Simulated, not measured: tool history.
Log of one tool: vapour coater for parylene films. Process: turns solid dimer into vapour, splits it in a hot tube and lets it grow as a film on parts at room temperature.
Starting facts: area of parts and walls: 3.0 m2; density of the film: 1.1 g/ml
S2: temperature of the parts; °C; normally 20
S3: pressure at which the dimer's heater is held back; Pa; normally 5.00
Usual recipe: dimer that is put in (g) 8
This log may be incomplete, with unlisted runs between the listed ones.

Run 1, hour 0.0: usual settings. Result: thickness of the film (nm) 1650.
Run 2, hour 9.1: usual settings. Result: thickness of the film (nm) 1670.
At hour 20.5: trap's valve overhauled.
Run 3, hour 31.3: usual settings but S2 22 °C. Result: thickness of the film (nm) 1540.
Run 4, hour 40.0: usual settings but S2 22 °C. Result: thickness of the film (nm) 1570.
Run 5, hour 48.9: usual settings but dimer that is put in (g) 5. Result: thickness of the film (nm) 1050.
Run 6, hour 60.4: usual settings but dimer that is put in (g) 5. Result: thickness of the film (nm) 1070.
Run 7, hour 72.8: usual settings but S3 7.20 Pa. Result: thickness of the film (nm) 1630.
Run 8, hour 92.1: usual settings but S3 7.20 Pa. Result: thickness of the film (nm) 1640.
Run 9, hour 102.6: usual settings but S3 6.60 Pa. Result: thickness of the film (nm) 1660.
Run 10, hour 118.9: usual settings but S3 6.60 Pa. Result: thickness of the film (nm) 1610.
Run 11, hour 136.6: usual settings but S3 6.60 Pa. Result: thickness of the film (nm) 1610.
Run 12, hour 149.7: usual settings but S3 5.32 Pa. Result: thickness of the film (nm) 1660.
Run 13, hour 164.8: usual settings. Result: thickness of the film (nm) 1690.
Run 14, hour 184.0: usual settings but S2 18 °C. Result: thickness of the film (nm) 1840.
Run 15, hour 199.9: usual settings but S2 18 °C. Result: thickness of the film (nm) 1850.
Run 16, hour 210.9: usual settings. Result: thickness of the film (nm) 1690.
Run 17, hour 224.2: usual settings. Result: thickness of the film (nm) 1650.
Run 18, hour 234.2: usual settings but dimer that is put in (g) 10. Result: thickness of the film (nm) 2070.
Run 19, hour 250.2: usual settings but dimer that is put in (g) 10. Result: thickness of the film (nm) 2100.
Run 20, hour 264.6: usual settings but dimer that is put in (g) 10. Result: thickness of the film (nm) 2080.
Run 21, hour 283.2: usual settings but dimer that is put in (g) 10. Result: thickness of the film (nm) 2130.
Run 22, hour 295.9: usual settings but dimer that is put in (g) 10, S2 18 °C. Result: thickness of the film (nm) 2320.
Run 23, hour 315.0: usual settings but dimer that is put in (g) 10, S2 18 °C. Result: thickness of the film (nm) 2300.
Run 24, hour 326.2: usual settings but dimer that is put in (g) 10, S2 18 °C. Result: thickness of the film (nm) 2280.
Run 25, hour 343.8: usual settings but dimer that is put in (g) 9. Result: thickness of the film (nm) 1880.
Run 26, hour 352.4: usual settings but dimer that is put in (g) 4, S2 14 °C, S3 7.68 Pa. Result: thickness of the film (nm) 1040.
Run 27, hour 363.3: usual settings but S2 15 °C, S3 5.98 Pa. Result: thickness of the film (nm) 2060.
Run 28, hour 379.0: usual settings but S2 22 °C, S3 5.98 Pa. Result: thickness of the film (nm) 1500.
Run 29, hour 387.9: usual settings but dimer that is put in (g) 6, S2 23 °C, S3 5.98 Pa. Result: thickness of the film (nm) 1080.
Run 30, hour 396.3: usual settings but dimer that is put in (g) 6, S2 23 °C, S3 5.98 Pa. Result: thickness of the film (nm) 1070.
Run 31, hour 416.0: usual settings but dimer that is put in (g) 6, S2 23 °C, S3 5.98 Pa. Result: thickness of the film (nm) 1100.
Run 32, hour 425.8: usual settings but dimer that is put in (g) 5, S2 30 °C, S3 9.34 Pa. Result: thickness of the film (nm) 600.
Run 33, hour 436.5: usual settings but dimer that is put in (g) 5, S2 30 °C, S3 9.34 Pa. Result: thickness of the film (nm) 620.
Run 34, hour 452.1: usual settings but dimer that is put in (g) 6. Result: thickness of the film (nm) 1260.
Run 35, hour 462.9: usual settings but S2 27 °C, S3 10.92 Pa. Result: thickness of the film (nm) 1130.
Run 36, hour 476.1: usual settings but S2 27 °C, S3 10.92 Pa. Result: thickness of the film (nm) 1140.
Run 37, hour 488.4: usual settings but S2 17 °C, S3 8.76 Pa. Result: thickness of the film (nm) 1840.
Run 38, hour 506.2: usual settings but dimer that is put in (g) 6, S2 21 °C. Result: thickness of the film (nm) 1170.
Run 39, hour 520.0: usual settings but S3 2.69 Pa. Result: thickness of the film (nm) 1760.
Run 40, hour 532.1: usual settings but S3 2.69 Pa. Result: thickness of the film (nm) 1810.
Run 41, hour 550.5: usual settings but dimer that is put in (g) 9, S2 13 °C, S3 2.13 Pa. Result: thickness of the film (nm) 2660.
Run 42, hour 562.0: usual settings but dimer that is put in (g) 4, S2 23 °C. Result: thickness of the film (nm) 720.
Run 43, hour 578.8: usual settings but dimer that is put in (g) 4, S2 23 °C. Result: thickness of the film (nm) 730.
Run 44, hour 591.6: usual settings but dimer that is put in (g) 10, S2 23 °C, S3 10.10 Pa. Result: thickness of the film (nm) 1680.
Run 45, hour 605.4: usual settings but dimer that is put in (g) 9, S2 14 °C, S3 4.21 Pa. Result: thickness of the film (nm) 2580.
Run 46, hour 619.7: usual settings but S2 13 °C, S3 8.04 Pa. Result: thickness of the film (nm) 2220.
Run 47, hour 636.2: usual settings but dimer that is put in (g) 4, S2 28 °C. Result: thickness of the film (nm) 590.
Run 48, hour 650.0: usual settings but S2 29 °C, S3 10.97 Pa. Result: thickness of the film (nm) 1030.

What if the next run were any one of these 3? Each begins from the tool's condition after run 48:
Run A, hour 658.4: usual settings but dimer that is put in (g) 6, S2 14 °C, S3 11.62 Pa. Result: thickness of the film (nm) ?.
Run B, hour 658.4: usual settings but dimer that is put in (g) 10, S2 25 °C, S3 4.87 Pa. Result: thickness of the film (nm) ?.
Run C, hour 658.4: usual settings but dimer that is put in (g) 6, S2 27 °C, S3 4.75 Pa. Result: thickness of the film (nm) ?.

run  thickness of the film (nm)
  A                        1570
  B                        1670
  C                         910
The same runs, with their run-to-run variation unchanged, on a tool lacking any hidden condition would have given:
run  thickness of the film (nm)
  A                        1570
  B                        1680
  C                         910

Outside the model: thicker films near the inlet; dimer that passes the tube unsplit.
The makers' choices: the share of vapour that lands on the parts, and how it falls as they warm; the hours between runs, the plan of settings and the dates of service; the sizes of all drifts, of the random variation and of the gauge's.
